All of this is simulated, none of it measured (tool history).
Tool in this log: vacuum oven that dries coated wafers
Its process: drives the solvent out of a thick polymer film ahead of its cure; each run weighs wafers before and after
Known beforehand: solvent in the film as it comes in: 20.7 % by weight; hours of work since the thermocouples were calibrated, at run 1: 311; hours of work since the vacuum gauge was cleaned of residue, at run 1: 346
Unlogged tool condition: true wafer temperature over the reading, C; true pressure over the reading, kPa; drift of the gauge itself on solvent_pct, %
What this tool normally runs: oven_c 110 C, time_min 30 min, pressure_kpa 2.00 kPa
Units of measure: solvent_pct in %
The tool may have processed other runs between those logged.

| run | hour | oven_c | time_min | pressure_kpa | hours of work since the thermocouples were calibrated | hours of work since the vacuum gauge was cleaned of residue | solvent_pct |
|---|---|---|---|---|---|---|---|
| 1 | 0.0 | 110 | 30 | 2.00 | 311 | 346 | 1.95 |
| 2 | 14.8 | 103 | 30 | 2.00 | 319 | 355 | 2.77 |
| 3 | 24.6 | 110 | 29 | 2.00 | 325 | 360 | 1.96 |
| 4 | 35.7 | 110 | 30 | 1.86 | 331 | 367 | 1.80 |
| 5 | 49.0 | 110 | 16 | 2.00 | 338 | 374 | 4.05 |
| 6 | 56.6 | 110 | 30 | 2.00 | 343 | 378 | 1.89 |
| 7 | 63.8 | 110 | 30 | 2.00 | 347 | 383 | 1.88 |
| 8 | 77.4 | 110 | 30 | 2.00 | 354 | 390 | 1.92 |
| 9 | 93.1 | 110 | 30 | 2.00 | 363 | 399 | 1.88 |
| 10 | 107.2 | 110 | 30 | 2.00 | 371 | 407 | 1.95 |
| 11 | 118.6 | 110 | 30 | 2.00 | 378 | 414 | 1.95 |
| 12 | 126.3 | 110 | 30 | 2.00 | 382 | 418 | 1.81 |
| 13 | 141.5 | 110 | 30 | 2.00 | 391 | 426 | 1.92 |
| 14 | 148.8 | 110 | 30 | 2.00 | 395 | 431 | 1.90 |
| 15 | 156.4 | 110 | 30 | 2.00 | 399 | 435 | 1.82 |
| 16 | 167.9 | 110 | 30 | 2.00 | 406 | 441 | 1.87 |
| 17 | 175.6 | 110 | 30 | 2.00 | 410 | 446 | 1.91 |
| 18 | 187.0 | 110 | 30 | 1.04 | 416 | 452 | 1.39 |
| 19 | 200.6 | 106 | 30 | 2.00 | 424 | 460 | 2.31 |
| 20 | 208.9 | 106 | 30 | 2.00 | 429 | 465 | 2.37 |
| 21 | 223.3 | 106 | 30 | 2.00 | 437 | 473 | 2.26 |
| 22 | 236.3 | 106 | 25 | 2.00 | 444 | 480 | 3.02 |
| 23 | 249.8 | 106 | 25 | 2.00 | 452 | 488 | 2.95 |
| 24 | 260.5 | 119 | 29 | 3.68 | 458 | 494 | 1.92 |
| 25 | 268.3 | 119 | 29 | 3.68 | 462 | 498 | 1.85 |
| 26 | 277.9 | 123 | 39 | 3.52 | 468 | 504 | 1.47 |
| 27 | 285.8 | 104 | 22 | 2.30 | 472 | 508 | 4.14 |
| 28 | 297.3 | 104 | 22 | 2.38 | 479 | 515 | 4.10 |
| 29 | 305.1 | 104 | 15 | 7.94 | 483 | 519 | 8.99 |
| 30 | 313.2 | 104 | 15 | 7.94 | 488 | 524 | 9.04 |
| 31 | 323.5 | 117 | 30 | 2.88 | 493 | 529 | 1.70 |
| 32 | 339.2 | 117 | 17 | 1.59 | 502 | 538 | 2.38 |
| 33 | 355.9 | 110 | 18 | 2.00 | 512 | 548 | 3.40 |
| 34 | 370.0 | 110 | 18 | 2.00 | 520 | 556 | 3.34 |
| 35 | 378.1 | 110 | 18 | 2.00 | 524 | 560 | 3.47 |
| 36 | 390.3 | 110 | 18 | 2.00 | 531 | 567 | 3.50 |
| 37 | 402.3 | 110 | 18 | 2.00 | 538 | 574 | 3.63 |
| 38 | 412.7 | 110 | 30 | 6.73 | 544 | 580 | 4.68 |
| 39 | 426.0 | 120 | 30 | 2.08 | 551 | 587 | 1.09 |
| 40 | 436.7 | 117 | 30 | 6.20 | 557 | 593 | 3.17 |
| 41 | 448.5 | 117 | 40 | 6.20 | 564 | 600 | 3.04 |
| 42 | 459.5 | 117 | 40 | 6.20 | 570 | 606 | 3.11 |
| 43 | 467.1 | 115 | 31 | 1.29 | 575 | 610 | 1.03 |
| 44 | 481.4 | 116 | 33 | 3.22 | 583 | 619 | 1.78 |
| 45 | 489.6 | 122 | 38 | 3.22 | 587 | 623 | 1.38 |
| 46 | 500.8 | 110 | 30 | 7.31 | 594 | 630 | 4.98 |

Each row is a separate what-if for the run after 46, all from the same tool condition, not one after another. Results?
| A | 516.5 | 110 | 22 | 7.31 | 603 | 638 | ? |
| B | 516.5 | 109 | 30 | 2.63 | 603 | 638 | ? |
| C | 516.5 | 110 | 30 | 2.56 | 603 | 638 | ? |
| D | 516.5 | 104 | 17 | 7.31 | 603 | 638 | ? |
| E | 516.5 | 105 | 18 | 1.51 | 603 | 638 | ? |

| run | solvent_pct |
|---|---|
| A | 5.68 |
| B | 2.43 |
| C | 2.10 |
| D | 8.09 |
| E | 4.28 |
The same runs, with their run-to-run variation unchanged, on a tool lacking any hidden condition would have given:
| run | solvent_pct |
|---|---|
| A | 5.78 |
| B | 2.43 |
| C | 2.10 |
| D | 8.23 |
| E | 4.34 |

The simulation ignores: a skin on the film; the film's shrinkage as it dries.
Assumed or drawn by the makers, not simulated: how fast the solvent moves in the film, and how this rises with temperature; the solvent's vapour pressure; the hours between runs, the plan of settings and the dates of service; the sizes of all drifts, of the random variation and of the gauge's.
